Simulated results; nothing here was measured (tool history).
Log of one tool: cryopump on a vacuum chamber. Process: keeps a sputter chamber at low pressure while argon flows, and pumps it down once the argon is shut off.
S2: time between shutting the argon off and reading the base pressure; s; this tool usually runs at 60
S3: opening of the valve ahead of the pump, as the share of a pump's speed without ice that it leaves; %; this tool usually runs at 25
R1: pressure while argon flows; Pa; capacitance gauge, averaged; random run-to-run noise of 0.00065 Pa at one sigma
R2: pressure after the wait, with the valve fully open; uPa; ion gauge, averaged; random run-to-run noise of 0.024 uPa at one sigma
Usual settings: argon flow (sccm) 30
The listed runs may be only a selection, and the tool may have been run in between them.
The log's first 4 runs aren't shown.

{"run": 5, "hour": 175.7, "argon flow (sccm)": 30, "S2": 227, "S3": 25, "R1": 0.109, "R2": 1.64}
{"run": 6, "hour": 219.7, "argon flow (sccm)": 30, "S2": 227, "S3": 25, "R1": 0.1103, "R2": 1.68}
{"run": 7, "hour": 249.6, "argon flow (sccm)": 30, "S2": 60, "S3": 25, "R1": 0.1106, "R2": 2.13}
{"run": 8, "hour": 273.5, "argon flow (sccm)": 30, "S2": 33, "S3": 25, "R1": 0.1101, "R2": 2.77}
{"hour": 294.2, "done": "pump warmed up, emptied and cooled again"}
{"run": 9, "hour": 314.3, "argon flow (sccm)": 30, "S2": 60, "S3": 23, "R1": 0.1114, "R2": 1.87}
{"run": 10, "hour": 338.7, "argon flow (sccm)": 30, "S2": 60, "S3": 23, "R1": 0.1112, "R2": 1.9}
{"run": 11, "hour": 367.2, "argon flow (sccm)": 30, "S2": 43, "S3": 23, "R1": 0.1106, "R2": 2.18}
{"run": 12, "hour": 410.7, "argon flow (sccm)": 30, "S2": 43, "S3": 23, "R1": 0.111, "R2": 2.23}
{"run": 13, "hour": 447.4, "argon flow (sccm)": 30, "S2": 60, "S3": 25, "R1": 0.1026, "R2": 1.91}
{"run": 14, "hour": 504.9, "argon flow (sccm)": 41, "S2": 60, "S3": 25, "R1": 0.1405, "R2": 1.98}
{"run": 15, "hour": 535.7, "argon flow (sccm)": 41, "S2": 60, "S3": 25, "R1": 0.1406, "R2": 1.99}
{"run": 16, "hour": 589.7, "argon flow (sccm)": 41, "S2": 60, "S3": 25, "R1": 0.1429, "R2": 2.01}
{"run": 17, "hour": 634.2, "argon flow (sccm)": 55, "S2": 28, "S3": 25, "R1": 0.192, "R2": 2.8}
{"run": 18, "hour": 693.1, "argon flow (sccm)": 55, "S2": 28, "S3": 25, "R1": 0.1924, "R2": 2.9}
{"run": 19, "hour": 733.2, "argon flow (sccm)": 16, "S2": 30, "S3": 25, "R1": 0.0553, "R2": 2.82}
{"run": 20, "hour": 774.2, "argon flow (sccm)": 16, "S2": 30, "S3": 25, "R1": 0.055, "R2": 2.76}
{"run": 21, "hour": 823.4, "argon flow (sccm)": 16, "S2": 30, "S3": 25, "R1": 0.0559, "R2": 2.89}
{"run": 22, "hour": 850.2, "argon flow (sccm)": 16, "S2": 154, "S3": 26, "R1": 0.0542, "R2": 1.79}
{"run": 23, "hour": 874.8, "argon flow (sccm)": 12, "S2": 33, "S3": 24, "R1": 0.0439, "R2": 2.74}
{"run": 24, "hour": 905.4, "argon flow (sccm)": 21, "S2": 122, "S3": 20, "R1": 0.0916, "R2": 1.92}
{"run": 25, "hour": 958.2, "argon flow (sccm)": 27, "S2": 24, "S3": 33, "R1": 0.0721, "R2": 3.27}
{"run": 26, "hour": 982.4, "argon flow (sccm)": 16, "S2": 103, "S3": 43, "R1": 0.0337, "R2": 1.96}

Estimate the outcome of run 27 from the log above:
{"run": 27, "hour": 1023.8, "argon flow (sccm)": 21, "S2": 103, "S3": 43, "R1": "?", "R2": "?"}

R1: 0.0446 Pa
R2: 2.02 uPa
With the hidden condition absent and the run-to-run variation left alone, this run would have shown R1 0.0420 Pa, R2 0.55 uPa.

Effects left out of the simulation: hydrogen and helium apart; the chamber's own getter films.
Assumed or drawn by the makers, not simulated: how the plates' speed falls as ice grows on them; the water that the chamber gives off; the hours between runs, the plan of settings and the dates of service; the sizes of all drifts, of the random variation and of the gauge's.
